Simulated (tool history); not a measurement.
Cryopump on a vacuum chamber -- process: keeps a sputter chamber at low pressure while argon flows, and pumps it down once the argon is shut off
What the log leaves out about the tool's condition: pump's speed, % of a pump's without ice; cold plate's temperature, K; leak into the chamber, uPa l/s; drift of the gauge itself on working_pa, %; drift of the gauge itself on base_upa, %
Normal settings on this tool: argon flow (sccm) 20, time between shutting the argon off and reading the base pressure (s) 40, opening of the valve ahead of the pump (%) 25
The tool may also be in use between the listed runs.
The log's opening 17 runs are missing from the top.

run	hour	argon flow (sccm)	time between shutting the argon off and reading the base pressure (s)	opening of the valve ahead of the pump (%)	hours of work since the pump was warmed up and emptied	hours of work since the cold head was overhauled	hours of work since the chamber's fittings were tightened	pressure while argon flows (Pa)	pressure after the wait (uPa)
# hour 897.6: pump warmed up, emptied and cooled again
18	937.5	20	171	25	20	1683	1742	0.0695	0.9
19	982.4	14	61	21	43	1706	1765	0.0572	1.08
20	1048.1	13	109	37	77	1739	1798	0.0311	1.03
21	1122.1	14	31	39	114	1777	1836	0.0322	1.52
22	1182.9	13	40	21	145	1808	1867	0.0541	1.45
23	1257	20	164	18	183	1846	1905	0.0981	1.12
24	1318.5	18	21	15	214	1877	1936	0.1064	1.93
25	1371.3	38	72	15	241	1904	1963	0.2261	1.36
26	1433.7	14	267	50	273	1936	1995	0.0265	1.19
27	1483.6	24	36	25	299	1961	2020	0.0889	1.71
28	1520.7	20	40	36	317	1980	2039	0.0526	1.57
29	1590	20	40	36	353	2015	2074	0.0541	1.64
30	1632.5	38	40	18	374	2037	2096	0.1942	1.72
31	1670.4	38	40	23	394	2056	2115	0.1556	1.73
32	1733.8	24	81	18	426	2088	2148	0.1241	1.56
33	1813.1	24	25	36	466	2129	2188	0.0682	2.16
34	1869.5	20	111	53	495	2158	2217	0.042	1.6
35	1905.1	12	40	25	513	2176	2235	0.0477	1.89

Alternative continuations, all from the tool just after run 35; predict every row:
# hour 1930.6: pump warmed up, emptied and cooled again
A	1955.8	16	39	21	13	2199	2258	?	?
# hour 1930.6: pump warmed up, emptied and cooled again
B	1955.8	12	69	25	13	2199	2258	?	?
# hour 1930.6: pump warmed up, emptied and cooled again
C	1955.8	11	168	19	13	2199	2258	?	?

run	pressure while argon flows (Pa)	pressure after the wait (uPa)
A	0.0657	1.44
B	0.0415	1.33
C	0.049	1.12
Stripped of hidden state, with their random variation kept, the same runs would have yielded:
run	pressure while argon flows (Pa)	pressure after the wait (uPa)
A	0.0654	0.62
B	0.0413	0.49
C	0.0487	0.28
